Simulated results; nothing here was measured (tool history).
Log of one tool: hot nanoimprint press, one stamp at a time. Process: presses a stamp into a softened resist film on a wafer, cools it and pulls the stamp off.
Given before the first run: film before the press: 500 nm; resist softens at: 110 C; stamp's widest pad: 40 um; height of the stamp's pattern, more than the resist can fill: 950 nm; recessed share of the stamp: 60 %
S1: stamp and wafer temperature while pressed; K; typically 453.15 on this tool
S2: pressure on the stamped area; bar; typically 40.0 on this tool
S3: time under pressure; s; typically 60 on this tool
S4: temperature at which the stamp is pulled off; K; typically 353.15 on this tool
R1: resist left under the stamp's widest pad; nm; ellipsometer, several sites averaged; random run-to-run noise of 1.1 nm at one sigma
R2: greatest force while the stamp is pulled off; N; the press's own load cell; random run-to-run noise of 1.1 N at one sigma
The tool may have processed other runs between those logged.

run   hour      S1    S2  S3      S4     R1   R2
  1    0.0  453.15  40.0  60  353.15  183.1  101
  2   36.5  453.15  40.0  60  353.15  182.3  104
  3   65.1  453.15  40.0  60  353.15  187.6  106
  4   96.7  453.15  40.0  60  353.15  185.6   97
  5  121.0  453.15  40.0  60  353.15  185.4  100
  6  147.2  453.15  40.0  60  353.15  183.0   99
  7  167.5  453.15  40.0  60  353.15  186.0  102
  8  190.9  453.15  40.0  60  353.15  188.8  101
  9  238.0  453.15  40.0  60  353.15  186.8  102
 10  276.1  453.15  40.0  60  353.15  188.4  104
 11  303.7  454.15  40.0  60  353.15  171.5  103
 12  347.5  453.15  40.0  60  353.15  183.0  105
 13  388.8  453.15  40.0  60  353.15  183.8   96
 14  416.5  453.15  40.0  60  353.15  182.0   97
 15  446.8  453.15  40.0  60  361.15  183.7   76
 16  477.7  453.15  44.4  92  353.15  147.9  102
 17  523.9  452.15  36.6  92  353.15  171.7  101
 18  557.9  454.15  58.5  40  353.15  168.6  104
 19  602.3  454.15  58.5  40  353.15  167.1  105
 20  655.8  454.15  58.5  40  353.15  168.4   98
 21  689.7  453.15  40.0  60  359.15  185.7   81
 22  711.4  449.15  40.0  60  359.15  234.4   83
 23  737.7  452.15  40.0  60  352.15  195.6  104
 24  774.3  464.15  38.5  60  353.15  107.3  102
 25  812.5  447.15  40.0  60  353.15  257.0  103
 26  832.0  456.15  30.4  92  349.15  157.2  118
 27  852.1  456.15  30.4  92  349.15  156.1  120
 28  879.1  453.15  40.0  60  346.15  188.0  116
 29  923.8  443.15  40.0  60  346.15  318.7  119

Between the runs listed above, the log contained 6 entries, not reproduced here. Where in the sequence does each belong, and how does what the log doesn't record of the tool's condition differ from the listed run before to the listed run after?
After run 3, before run 4: stamp cleaned and given a new release coat (hour 94.9)
  true temperature over the reading, C: -0.28 -> -0.3; pressure that arrives at the usual setting, %: 98.76 -> 98.71; grip of the stamp's worn release coat, % over a new coat's: 9.1 -> 0.1
  measured result minus the result with no hidden state, R1: +4.0 -> +4.3 nm; R2: +9 -> +1 N
After run 8, before run 9: plate thermocouple calibrated (hour 222.2)
  true temperature over the reading, C: -0.39 -> -0.59; pressure that arrives at the usual setting, %: 98.54 -> 98.45; grip of the stamp's worn release coat, % over a new coat's: 3.7 -> 5.5
  measured result minus the result with no hidden state, R1: +5.4 -> +7.4 nm; R2: +5 -> +7 N
After run 10, before run 11: plate thermocouple calibrated, once more (hour 303.7)
  true temperature over the reading, C: -0.63 -> 0.03; pressure that arrives at the usual setting, %: 98.38 -> 98.33; grip of the stamp's worn release coat, % over a new coat's: 7 -> 8
  measured result minus the result with no hidden state, R1: +7.9 -> +1.3 nm; R2: +8 -> +7 N
After run 12, before run 13: stamp cleaned and given a new release coat (hour 358.9)
  true temperature over the reading, C: -0.01 -> -0.04; pressure that arrives at the usual setting, %: 98.25 -> 98.18; grip of the stamp's worn release coat, % over a new coat's: 9.7 -> 1.2
  measured result minus the result with no hidden state, R1: +1.8 -> +2.2 nm; R2: +10 -> +1 N
After run 19, before run 20: stamp cleaned and given a new release coat (hour 617.2)
  true temperature over the reading, C: -0.23 -> -0.27; pressure that arrives at the usual setting, %: 97.78 -> 97.69; grip of the stamp's worn release coat, % over a new coat's: 9.6 -> 1.5
  measured result minus the result with no hidden state, R1: +5.0 -> +5.5 nm; R2: +10 -> +2 N
After run 27, before run 28: stamp cleaned and given a new release coat (hour 878.2)
  true temperature over the reading, C: -0.45 -> -0.47; pressure that arrives at the usual setting, %: 97.33 -> 97.29; grip of the stamp's worn release coat, % over a new coat's: 9.2 -> 0
  measured result minus the result with no hidden state, R1: +5.5 -> +7.3 nm; R2: +12 -> +1 N

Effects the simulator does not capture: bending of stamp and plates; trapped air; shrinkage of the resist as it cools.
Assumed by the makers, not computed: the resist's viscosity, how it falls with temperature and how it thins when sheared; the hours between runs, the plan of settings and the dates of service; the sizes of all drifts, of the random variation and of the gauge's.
